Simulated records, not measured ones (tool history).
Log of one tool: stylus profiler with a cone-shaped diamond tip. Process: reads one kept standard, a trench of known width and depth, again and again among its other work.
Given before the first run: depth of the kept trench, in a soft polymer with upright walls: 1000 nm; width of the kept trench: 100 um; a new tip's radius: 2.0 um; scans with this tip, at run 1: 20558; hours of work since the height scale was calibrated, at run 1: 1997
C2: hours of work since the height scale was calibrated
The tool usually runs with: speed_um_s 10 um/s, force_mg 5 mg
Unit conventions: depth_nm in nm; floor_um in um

{"run": 1, "hour": 0.0, "speed_um_s": 10, "force_mg": 5, "scans with this tip": 20558, "C2": 1997, "depth_nm": 1012.22, "floor_um": 93.78}
{"hour": 79.1, "done": "height scale calibrated on a step standard"}
{"run": 2, "hour": 79.1, "speed_um_s": 10, "force_mg": 5, "scans with this tip": 21092, "C2": 0, "depth_nm": 1009.66, "floor_um": 93.78}
{"run": 3, "hour": 135.4, "speed_um_s": 10, "force_mg": 5, "scans with this tip": 21475, "C2": 37, "depth_nm": 1009.67, "floor_um": 93.68}
{"run": 4, "hour": 198.1, "speed_um_s": 10, "force_mg": 5, "scans with this tip": 21901, "C2": 79, "depth_nm": 1009.74, "floor_um": 93.65}
{"run": 5, "hour": 237.1, "speed_um_s": 10, "force_mg": 5, "scans with this tip": 22165, "C2": 104, "depth_nm": 1009.72, "floor_um": 93.58}
{"run": 6, "hour": 275.5, "speed_um_s": 10, "force_mg": 5, "scans with this tip": 22426, "C2": 130, "depth_nm": 1009.82, "floor_um": 93.6}
{"run": 7, "hour": 324.8, "speed_um_s": 10, "force_mg": 5, "scans with this tip": 22761, "C2": 162, "depth_nm": 1010.15, "floor_um": 93.55}
{"run": 8, "hour": 394.1, "speed_um_s": 10, "force_mg": 5, "scans with this tip": 23232, "C2": 208, "depth_nm": 1009.42, "floor_um": 93.51}
{"run": 9, "hour": 432.3, "speed_um_s": 10, "force_mg": 5, "scans with this tip": 23492, "C2": 233, "depth_nm": 1009.7, "floor_um": 93.45}
{"run": 10, "hour": 471.1, "speed_um_s": 10, "force_mg": 5, "scans with this tip": 23755, "C2": 259, "depth_nm": 1010.19, "floor_um": 93.52}
{"run": 11, "hour": 522.3, "speed_um_s": 10, "force_mg": 5, "scans with this tip": 24103, "C2": 293, "depth_nm": 1010.08, "floor_um": 93.46}
{"run": 12, "hour": 589.0, "speed_um_s": 10, "force_mg": 5, "scans with this tip": 24556, "C2": 337, "depth_nm": 1010.14, "floor_um": 93.37}
{"run": 13, "hour": 632.2, "speed_um_s": 10, "force_mg": 5, "scans with this tip": 24850, "C2": 365, "depth_nm": 1010.39, "floor_um": 93.49}
{"run": 14, "hour": 684.5, "speed_um_s": 10, "force_mg": 5, "scans with this tip": 25205, "C2": 400, "depth_nm": 1010.11, "floor_um": 93.3}
{"run": 15, "hour": 737.5, "speed_um_s": 10, "force_mg": 5, "scans with this tip": 25565, "C2": 435, "depth_nm": 1010.37, "floor_um": 93.34}
{"hour": 787.8, "done": "new tip fitted, height scale calibrated"}
{"run": 16, "hour": 790.6, "speed_um_s": 30, "force_mg": 5, "scans with this tip": 19, "C2": 2, "depth_nm": 1010.61, "floor_um": 96.51}
{"run": 17, "hour": 875.9, "speed_um_s": 30, "force_mg": 5, "scans with this tip": 598, "C2": 58, "depth_nm": 1010.7, "floor_um": 96.3}
{"run": 18, "hour": 932.2, "speed_um_s": 30, "force_mg": 5, "scans with this tip": 981, "C2": 95, "depth_nm": 1010.42, "floor_um": 96.26}
{"run": 19, "hour": 969.0, "speed_um_s": 8, "force_mg": 2.24, "scans with this tip": 1231, "C2": 120, "depth_nm": 1006.46, "floor_um": 96.25}
{"run": 20, "hour": 1031.3, "speed_um_s": 8, "force_mg": 2.24, "scans with this tip": 1654, "C2": 161, "depth_nm": 1006.44, "floor_um": 96.16}
{"run": 21, "hour": 1089.1, "speed_um_s": 8, "force_mg": 2.24, "scans with this tip": 2047, "C2": 199, "depth_nm": 1005.91, "floor_um": 96.08}
{"run": 22, "hour": 1148.9, "speed_um_s": 8, "force_mg": 2.24, "scans with this tip": 2454, "C2": 238, "depth_nm": 1006.74, "floor_um": 96.08}
{"run": 23, "hour": 1208.1, "speed_um_s": 3, "force_mg": 10.78, "scans with this tip": 2855, "C2": 277, "depth_nm": 1017.34, "floor_um": 95.98}
{"run": 24, "hour": 1261.9, "speed_um_s": 3, "force_mg": 3.01, "scans with this tip": 3221, "C2": 313, "depth_nm": 1007.99, "floor_um": 95.91}
{"run": 25, "hour": 1301.4, "speed_um_s": 9, "force_mg": 3.29, "scans with this tip": 3490, "C2": 339, "depth_nm": 1008.26, "floor_um": 95.9}
{"run": 26, "hour": 1378.0, "speed_um_s": 24, "force_mg": 13.13, "scans with this tip": 4010, "C2": 390, "depth_nm": 1019.86, "floor_um": 95.76}
{"run": 27, "hour": 1430.7, "speed_um_s": 34, "force_mg": 2.05, "scans with this tip": 4368, "C2": 424, "depth_nm": 1006.48, "floor_um": 95.63}
{"run": 28, "hour": 1469.1, "speed_um_s": 14, "force_mg": 7, "scans with this tip": 4629, "C2": 450, "depth_nm": 1013.41, "floor_um": 95.73}
{"run": 29, "hour": 1547.7, "speed_um_s": 14, "force_mg": 7, "scans with this tip": 5163, "C2": 502, "depth_nm": 1013.47, "floor_um": 95.61}
{"run": 30, "hour": 1588.6, "speed_um_s": 6, "force_mg": 4.59, "scans with this tip": 5441, "C2": 529, "depth_nm": 1010.58, "floor_um": 95.6}
{"run": 31, "hour": 1622.9, "speed_um_s": 6, "force_mg": 5.7, "scans with this tip": 5674, "C2": 551, "depth_nm": 1011.76, "floor_um": 95.53}
{"run": 32, "hour": 1666.7, "speed_um_s": 9, "force_mg": 5.81, "scans with this tip": 5971, "C2": 580, "depth_nm": 1012.34, "floor_um": 95.52}
{"run": 33, "hour": 1724.3, "speed_um_s": 36, "force_mg": 5.81, "scans with this tip": 6363, "C2": 618, "depth_nm": 1012.12, "floor_um": 95.43}
{"run": 34, "hour": 1792.2, "speed_um_s": 9, "force_mg": 3.96, "scans with this tip": 6824, "C2": 663, "depth_nm": 1009.86, "floor_um": 95.36}

Pick out some run-to-run changes in depth_nm. Of each, how much would a tool without hidden state show as well, from the settings, what came in and chance, and how much is left for the hidden state and any gauge scatter not in both results compared?
Unlogged tool condition in this case: radius of the tip, um; height scale over the true one, %; drift of the gauge itself on depth_nm, %; drift of the gauge itself on floor_um, %.
Run 1 -> 2: height scale calibrated on a step standard. depth_nm -2.56 nm: hidden state -2.88, all else +0.32.
Run 15 -> 16: speed_um_s 10 -> 30, new tip fitted, height scale calibrated. depth_nm +0.24 nm: hidden state +0.12, all else +0.12.
Run 22 -> 23: speed_um_s 8 -> 3, force_mg 2.24 -> 10.78. depth_nm +10.6 nm: hidden state +0.07, all else +10.53.
Run 25 -> 26: speed_um_s 9 -> 24, force_mg 3.29 -> 13.13. depth_nm +11.6 nm: hidden state +0.09, all else +11.51.
Run 26 -> 27: speed_um_s 24 -> 34, force_mg 13.13 -> 2.05. depth_nm -13.38 nm: hidden state +0.03, all else -13.41.

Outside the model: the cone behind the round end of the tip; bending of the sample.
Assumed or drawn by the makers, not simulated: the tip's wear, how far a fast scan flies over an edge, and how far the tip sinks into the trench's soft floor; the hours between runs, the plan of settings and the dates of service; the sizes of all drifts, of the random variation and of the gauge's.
